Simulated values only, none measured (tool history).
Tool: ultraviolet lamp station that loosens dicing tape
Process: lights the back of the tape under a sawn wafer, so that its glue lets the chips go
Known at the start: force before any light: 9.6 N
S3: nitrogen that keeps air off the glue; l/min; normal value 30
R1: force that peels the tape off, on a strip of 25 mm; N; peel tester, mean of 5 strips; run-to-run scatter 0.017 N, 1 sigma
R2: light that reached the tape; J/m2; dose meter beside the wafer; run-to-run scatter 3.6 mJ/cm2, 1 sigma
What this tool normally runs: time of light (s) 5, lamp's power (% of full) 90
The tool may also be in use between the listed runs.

run 1 day=0.000 | time_of_light_(s)=5 lamp's_power_(%_of_full)=90 S3=30 | R1=1.029 R2=5450
run 2 day=0.454 | time_of_light_(s)=5 lamp's_power_(%_of_full)=90 S3=13 | R1=1.526 R2=5320
run 3 day=0.838 | time_of_light_(s)=5 lamp's_power_(%_of_full)=75 S3=30 | R1=1.505 R2=4510
run 4 day=1.300 | time_of_light_(s)=3 lamp's_power_(%_of_full)=90 S3=30 | R1=2.476 R2=3200
run 5 day=1.625 | time_of_light_(s)=3 lamp's_power_(%_of_full)=90 S3=30 | R1=2.627 R2=3120
run 6 day=2.021 | time_of_light_(s)=3 lamp's_power_(%_of_full)=90 S3=30 | R1=2.596 R2=3160
run 7 day=2.762 | time_of_light_(s)=3 lamp's_power_(%_of_full)=90 S3=30 | R1=2.616 R2=3110
run 8 day=3.300 | time_of_light_(s)=3 lamp's_power_(%_of_full)=90 S3=30 | R1=2.594 R2=3050
run 9 day=3.704 | time_of_light_(s)=3 lamp's_power_(%_of_full)=90 S3=30 | R1=2.660 R2=3030
run 10 day=4.429 | time_of_light_(s)=3 lamp's_power_(%_of_full)=90 S3=30 | R1=2.651 R2=3010
run 11 day=5.154 | time_of_light_(s)=5 lamp's_power_(%_of_full)=82 S3=30 | R1=1.499 R2=4510
run 12 day=5.650 | time_of_light_(s)=5 lamp's_power_(%_of_full)=82 S3=30 | R1=1.521 R2=4470
run 13 day=6.046 | time_of_light_(s)=5 lamp's_power_(%_of_full)=82 S3=25 | R1=1.564 R2=4440
run 14 day=6.412 | time_of_light_(s)=5 lamp's_power_(%_of_full)=90 S3=30 | R1=1.336 R2=4880
run 15 day=7.092 | time_of_light_(s)=8 lamp's_power_(%_of_full)=90 S3=30 | R1=0.455 R2=7610
run 16 day=7.508 | time_of_light_(s)=8 lamp's_power_(%_of_full)=62 S3=30 | R1=1.104 R2=5260
run 17 day=8.017 | time_of_light_(s)=8 lamp's_power_(%_of_full)=62 S3=30 | R1=1.140 R2=5180
run 18 day=8.458 | time_of_light_(s)=8 lamp's_power_(%_of_full)=62 S3=30 | R1=1.128 R2=5150
run 19 day=8.808 | time_of_light_(s)=8 lamp's_power_(%_of_full)=62 S3=30 | R1=1.151 R2=5180
run 20 day=9.150 | time_of_light_(s)=8 lamp's_power_(%_of_full)=62 S3=30 | R1=1.142 R2=5140
run 21 day=9.583 | time_of_light_(s)=2 lamp's_power_(%_of_full)=74 S3=11 | R1=5.852 R2=1510
run 22 day=10.233 | time_of_light_(s)=2 lamp's_power_(%_of_full)=74 S3=11 | R1=5.665 R2=1480
run 23 day=10.812 | time_of_light_(s)=2 lamp's_power_(%_of_full)=74 S3=11 | R1=5.847 R2=1500
run 24 day=11.308 | time_of_light_(s)=2 lamp's_power_(%_of_full)=74 S3=11 | R1=5.628 R2=1450
run 25 day=11.971 | time_of_light_(s)=6 lamp's_power_(%_of_full)=74 S3=11 | R1=2.220 R2=4290
run 26 day=12.504 | time_of_light_(s)=6 lamp's_power_(%_of_full)=74 S3=11 | R1=2.265 R2=4290
run 27 day=13.012 | time_of_light_(s)=4 lamp's_power_(%_of_full)=87 S3=18 | R1=2.785 R2=3260
run 28 day=13.708 | time_of_light_(s)=5 lamp's_power_(%_of_full)=83 S3=18 | R1=2.223 R2=3960
-- day=14.412 window cleaned of glue's vapour
run 29 day=14.483 | time_of_light_(s)=4 lamp's_power_(%_of_full)=82 S3=30 | R1=2.099 R2=3600
run 30 day=15.079 | time_of_light_(s)=3 lamp's_power_(%_of_full)=92 S3=13 | R1=3.484 R2=2980
run 31 day=15.625 | time_of_light_(s)=7 lamp's_power_(%_of_full)=89 S3=20 | R1=0.753 R2=6720
run 32 day=16.329 | time_of_light_(s)=5 lamp's_power_(%_of_full)=60 S3=13 | R1=3.120 R2=3170
run 33 day=16.775 | time_of_light_(s)=5 lamp's_power_(%_of_full)=60 S3=13 | R1=3.205 R2=3130
run 34 day=17.333 | time_of_light_(s)=5 lamp's_power_(%_of_full)=88 S3=48 | R1=1.233 R2=4570
run 35 day=17.912 | time_of_light_(s)=5 lamp's_power_(%_of_full)=90 S3=15 | R1=1.831 R2=4670
run 36 day=18.650 | time_of_light_(s)=2 lamp's_power_(%_of_full)=90 S3=15 | R1=4.901 R2=1880
run 37 day=19.367 | time_of_light_(s)=5 lamp's_power_(%_of_full)=67 S3=28 | R1=2.343 R2=3360
run 38 day=19.904 | time_of_light_(s)=5 lamp's_power_(%_of_full)=67 S3=28 | R1=2.430 R2=3340
run 39 day=20.567 | time_of_light_(s)=3 lamp's_power_(%_of_full)=78 S3=22 | R1=3.826 R2=2320
run 40 day=21.142 | time_of_light_(s)=3 lamp's_power_(%_of_full)=91 S3=22 | R1=3.340 R2=2670

Branching from run 40: 3 alternative next runs. What would each branch give?
run A day=21.775 | time_of_light_(s)=7 lamp's_power_(%_of_full)=72 S3=32 | R1=? R2=?
run B day=21.775 | time_of_light_(s)=7 lamp's_power_(%_of_full)=90 S3=15 | R1=? R2=?
run C day=21.775 | time_of_light_(s)=3 lamp's_power_(%_of_full)=87 S3=46 | R1=? R2=?

run=A R1=1.277 R2=4830
run=B R1=1.112 R2=5990
run=C R1=3.106 R2=2500
Take away the tool's hidden state, keep each run's random variation, and the runs would have read:
run=A R1=0.616 R2=6770
run=B R1=0.525 R2=8420
run=C R1=1.992 R2=3500

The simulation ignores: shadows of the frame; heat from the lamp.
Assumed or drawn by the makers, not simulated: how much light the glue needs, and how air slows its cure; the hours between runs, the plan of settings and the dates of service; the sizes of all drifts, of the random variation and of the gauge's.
